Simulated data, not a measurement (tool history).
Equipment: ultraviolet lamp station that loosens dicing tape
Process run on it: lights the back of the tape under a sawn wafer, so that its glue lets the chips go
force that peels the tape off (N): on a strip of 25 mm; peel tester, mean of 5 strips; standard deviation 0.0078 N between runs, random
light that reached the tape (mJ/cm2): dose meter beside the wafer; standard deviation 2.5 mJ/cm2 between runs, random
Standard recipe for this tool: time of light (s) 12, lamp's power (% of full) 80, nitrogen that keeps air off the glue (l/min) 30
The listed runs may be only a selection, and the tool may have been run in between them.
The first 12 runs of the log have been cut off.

run,hour,time of light (s),lamp's power (% of full),nitrogen that keeps air off the glue (l/min),force that peels the tape off (N),light that reached the tape (mJ/cm2)
13,100.2,12,80,30,0.446,229
14,112.5,12,80,30,0.465,223
# hour 121.3: window cleaned of glue's vapour
15,125.5,12,80,30,0.384,249
16,135.3,10,80,30,0.533,208
17,148.1,10,80,30,0.529,201
18,157.0,12,80,40,0.352,242
19,164.8,12,80,40,0.343,242
20,173.0,12,80,40,0.348,241
21,179.4,17,80,40,0.251,340
22,186.6,8,64,40,0.990,129
23,196.8,18,80,18,0.321,361
24,207.0,7,80,29,1.043,139
25,218.2,12,80,29,0.427,239
26,229.6,12,80,29,0.414,232
27,238.1,12,80,33,0.412,232
28,246.9,12,85,30,0.393,251
29,259.2,12,85,30,0.380,247
30,267.0,12,80,39,0.371,233
31,273.7,12,62,17,0.929,181
32,279.3,12,65,48,0.518,186
33,289.5,12,66,52,0.453,190
34,299.4,12,66,52,0.476,188
35,308.9,12,62,34,0.634,176

Branching from run 35: 4 alternative next runs. What would each branch give?
A,318.4,17,61,17,?,?
B,318.4,12,82,34,?,?
C,318.4,24,65,55,?,?
D,318.4,12,96,33,?,?

run,force that peels the tape off (N),light that reached the tape (mJ/cm2)
A,0.539,244
B,0.404,232
C,0.245,364
D,0.336,268
Without the tool's unlogged condition, the same runs would have read:
run,force that peels the tape off (N),light that reached the tape (mJ/cm2)
A,0.341,322
B,0.279,306
C,0.235,482
D,0.256,355
